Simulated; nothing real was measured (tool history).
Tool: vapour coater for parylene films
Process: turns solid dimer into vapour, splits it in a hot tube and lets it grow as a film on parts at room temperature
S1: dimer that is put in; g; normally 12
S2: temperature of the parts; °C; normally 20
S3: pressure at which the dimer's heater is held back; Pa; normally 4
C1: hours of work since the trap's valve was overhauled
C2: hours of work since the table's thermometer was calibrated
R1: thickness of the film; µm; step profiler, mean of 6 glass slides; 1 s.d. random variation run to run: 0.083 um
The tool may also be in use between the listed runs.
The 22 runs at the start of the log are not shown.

| run | hour | S1 | S2 | S3 | C1 | C2 | R1 |
|---|---|---|---|---|---|---|---|
| 23 | 264.6 | 5 | 14 | 2.12 | 43 | 449 | 5.16 |
|  | 282.8 | trap's valve overhauled, once more |
| 24 | 284.1 | 21 | 27 | 3.99 | 1 | 461 | 12.81 |
| 25 | 293.4 | 9 | 19 | 2.13 | 8 | 467 | 8.69 |
| 26 | 302.8 | 6 | 20 | 5.84 | 14 | 474 | 4.86 |
| 27 | 312 | 12 | 27 | 4 | 21 | 481 | 7.41 |
| 28 | 327.6 | 7 | 23 | 10.63 | 32 | 492 | 4.67 |
| 29 | 343.7 | 12 | 20 | 4.06 | 44 | 503 | 10.05 |
| 30 | 360.9 | 6 | 27 | 3.18 | 56 | 515 | 3.77 |
| 31 | 373.7 | 6 | 27 | 3.18 | 65 | 525 | 3.77 |
| 32 | 381.2 | 12 | 31 | 3.58 | 70 | 530 | 6.22 |
| 33 | 392 | 15 | 26 | 10.79 | 78 | 538 | 8.6 |
| 34 | 405.3 | 12 | 17 | 4 | 88 | 547 | 11.58 |
| 35 | 416.2 | 12 | 17 | 4 | 95 | 555 | 11.55 |
| 36 | 429.5 | 12 | 17 | 4 | 105 | 564 | 11.54 |
| 37 | 446.7 | 6 | 20 | 6.74 | 117 | 577 | 4.75 |

Alternative continuations, all from the tool just after run 37; predict every row:
| A | 464 | 6 | 16 | 4.08 | 129 | 589 | ? |
| B | 464 | 6 | 26 | 8.05 | 129 | 589 | ? |
| C | 464 | 16 | 20 | 5.06 | 129 | 589 | ? |
| D | 464 | 6 | 20 | 11.02 | 129 | 589 | ? |

| run | R1 |
|---|---|
| A | 5.99 |
| B | 3.51 |
| C | 13.03 |
| D | 4.46 |
What these runs would have given with no unlogged condition in the tool:
| run | R1 |
|---|---|
| A | 6.04 |
| B | 3.54 |
| C | 13.13 |
| D | 4.49 |
